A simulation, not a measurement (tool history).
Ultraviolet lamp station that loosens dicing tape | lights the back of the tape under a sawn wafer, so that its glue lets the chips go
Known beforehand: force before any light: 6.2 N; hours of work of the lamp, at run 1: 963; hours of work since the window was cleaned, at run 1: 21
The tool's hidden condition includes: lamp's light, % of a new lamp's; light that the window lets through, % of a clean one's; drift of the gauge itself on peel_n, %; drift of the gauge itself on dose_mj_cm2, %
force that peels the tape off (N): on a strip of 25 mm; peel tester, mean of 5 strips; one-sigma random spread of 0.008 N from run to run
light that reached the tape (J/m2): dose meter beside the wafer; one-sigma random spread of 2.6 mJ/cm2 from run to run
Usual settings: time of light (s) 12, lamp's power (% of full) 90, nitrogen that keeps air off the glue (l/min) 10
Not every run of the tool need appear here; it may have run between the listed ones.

| run | day | time of light (s) | lamp's power (% of full) | nitrogen that keeps air off the glue (l/min) | hours of work of the lamp | hours of work since the window was cleaned | force that peels the tape off (N) | light that reached the tape (J/m2) |
|---|---|---|---|---|---|---|---|---|
| 1 | 0.000 | 12 | 90 | 10 | 963 | 21 | 0.473 | 2740 |
| 2 | 1.404 | 12 | 90 | 10 | 988 | 45 | 0.508 | 2680 |
| 3 | 3.150 | 12 | 90 | 10 | 1018 | 76 | 0.551 | 2630 |
| 4 | 5.488 | 12 | 90 | 10 | 1058 | 116 | 0.579 | 2530 |
| 5 | 6.667 | 12 | 90 | 16 | 1078 | 136 | 0.420 | 2490 |
| 6 | 8.908 | 7 | 90 | 10 | 1117 | 175 | 1.554 | 1370 |
| 7 | 11.250 | 12 | 79 | 10 | 1158 | 215 | 0.865 | 2010 |
| 8 | 13.392 | 12 | 79 | 10 | 1194 | 252 | 0.957 | 1950 |
| 9 | 15.079 | 16 | 90 | 10 | 1224 | 281 | 0.447 | 2910 |
|  | 15.312 | window cleaned of glue's vapour |
| 10 | 16.712 | 16 | 90 | 11 | 1251 | 24 | 0.562 | 2490 |
| 11 | 19.033 | 12 | 90 | 10 | 1291 | 64 | 1.093 | 1800 |
| 12 | 20.225 | 12 | 90 | 10 | 1312 | 85 | 1.173 | 1690 |
| 13 | 21.304 | 12 | 90 | 10 | 1331 | 103 | 1.203 | 1690 |
| 14 | 22.400 | 17 | 90 | 10 | 1350 | 122 | 0.661 | 2340 |
| 15 | 24.888 | 17 | 90 | 10 | 1392 | 165 | 0.759 | 2160 |
| 16 | 26.354 | 12 | 90 | 10 | 1418 | 191 | 1.446 | 1520 |
|  | 27.538 | window cleaned of glue's vapour, once more |
| 17 | 28.733 | 12 | 90 | 10 | 1458 | 21 | 0.598 | 2500 |
| 18 | 29.946 | 12 | 90 | 10 | 1479 | 41 | 0.604 | 2410 |
| 19 | 31.496 | 10 | 90 | 10 | 1506 | 68 | 0.917 | 1990 |
| 20 | 33.242 | 10 | 90 | 10 | 1536 | 98 | 0.959 | 1910 |
| 21 | 35.171 | 12 | 90 | 10 | 1570 | 132 | 0.722 | 2230 |
| 22 | 37.783 | 6 | 68 | 10 | 1615 | 177 | 2.760 | 810 |
| 23 | 39.921 | 15 | 75 | 10 | 1652 | 214 | 0.765 | 2100 |
| 24 | 41.612 | 15 | 75 | 10 | 1681 | 243 | 0.814 | 2080 |
| 25 | 42.854 | 12 | 79 | 16 | 1702 | 264 | 0.835 | 1740 |
|  | 44.042 | window cleaned of glue's vapour |
| 26 | 44.208 | 23 | 87 | 9 | 1725 | 3 | 0.215 | 4240 |
| 27 | 45.600 | 6 | 90 | 10 | 1749 | 27 | 1.993 | 1130 |
| 28 | 47.546 | 6 | 90 | 10 | 1783 | 60 | 2.082 | 1120 |
| 29 | 49.188 | 14 | 70 | 13 | 1811 | 89 | 0.792 | 1930 |
| 30 | 50.742 | 14 | 70 | 13 | 1838 | 116 | 0.840 | 1890 |
| 31 | 52.133 | 15 | 92 | 16 | 1862 | 140 | 0.386 | 2640 |
| 32 | 53.588 | 15 | 92 | 16 | 1887 | 165 | 0.400 | 2560 |
| 33 | 56.025 | 15 | 79 | 5 | 1929 | 207 | 1.349 | 2110 |
| 34 | 57.971 | 7 | 62 | 5 | 1963 | 240 | 3.622 | 740 |
| 35 | 59.921 | 8 | 80 | 10 | 1996 | 274 | 2.175 | 1060 |
|  | 60.329 | lamp changed |
|  | 60.571 | window cleaned of glue's vapour |
| 36 | 61.121 | 8 | 80 | 10 | 13 | 9 | 0.950 | 1970 |
| 37 | 62.262 | 8 | 67 | 3 | 33 | 29 | 2.352 | 1570 |
| 38 | 64.000 | 8 | 67 | 3 | 63 | 59 | 2.450 | 1590 |
| 39 | 66.342 | 11 | 70 | 3 | 103 | 100 | 1.763 | 2180 |
| 40 | 68.417 | 12 | 90 | 12 | 139 | 135 | 0.371 | 2900 |
| 41 | 69.625 | 23 | 74 | 7 | 160 | 156 | 0.231 | 4530 |
| 42 | 71.471 | 23 | 74 | 7 | 192 | 188 | 0.236 | 4430 |

Each row is a separate what-if for the run after 42, all from the same tool condition, not one after another. Results?
| A | 73.892 | 16 | 99 | 7 | 234 | 230 | ? | ? |
| B | 73.892 | 12 | 90 | 19 | 234 | 230 | ? | ? |
| C | 73.892 | 9 | 74 | 12 | 234 | 230 | ? | ? |

| run | force that peels the tape off (N) | light that reached the tape (J/m2) |
|---|---|---|
| A | 0.304 | 3960 |
| B | 0.289 | 2700 |
| C | 1.080 | 1710 |
With no hidden state in the tool, these same runs would have given:
| run | force that peels the tape off (N) | light that reached the tape (J/m2) |
|---|---|---|
| A | 0.203 | 4940 |
| B | 0.187 | 3380 |
| C | 0.731 | 2130 |
